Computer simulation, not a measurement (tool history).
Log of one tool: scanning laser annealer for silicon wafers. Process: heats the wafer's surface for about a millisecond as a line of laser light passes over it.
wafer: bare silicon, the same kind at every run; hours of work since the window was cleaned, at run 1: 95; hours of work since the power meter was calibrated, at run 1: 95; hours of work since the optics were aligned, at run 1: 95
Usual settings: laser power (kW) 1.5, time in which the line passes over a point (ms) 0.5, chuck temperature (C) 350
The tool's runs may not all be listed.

run	day	laser power (kW)	time in which the line passes over a point (ms)	chuck temperature (C)	hours of work since the window was cleaned	hours of work since the power meter was calibrated	hours of work since the optics were aligned	highest temperature of the surface (C)
1	0	1.5	0.5	350	95	95	95	1178
2	0.642	1.574	0.5	350	101	101	101	1211
3	1.108	1.574	0.5	350	106	106	106	1211
4	1.608	1.574	0.5	350	111	111	111	1210
5	2.062	1.574	0.5	350	116	116	116	1210
6	2.4	1.574	0.5	350	119	119	119	1209
7	2.912	1.574	0.5	350	125	125	125	1210
8	3.212	1.574	0.5	350	128	128	128	1209
9	3.892	1.352	0.374	313	135	135	135	955
10	4.4	1.352	0.374	313	140	140	140	953
11	4.8	1.36	0.6	350	144	144	144	1176
12	5.15	1.458	0.428	343	148	148	148	1083
13	5.683	1.458	0.428	343	153	153	153	1080
14	6.121	1.287	0.518	350	158	158	158	1076
15	6.804	1.5	0.616	346	165	165	165	1262

4 ways to go on from here, each from the tool as it stands after run 15. What would each give?
A	7.362	1.562	0.616	346	171	171	171	?
B	7.362	1.551	0.366	370	171	171	171	?
C	7.362	1.476	0.616	346	171	171	171	?
D	7.362	1.62	0.52	343	171	171	171	?

run	highest temperature of the surface (C)
A	1295
B	1086
C	1249
D	1243
Without the tool's hidden state the same runs would have given:
run	highest temperature of the surface (C)
A	1310
B	1098
C	1264
D	1258
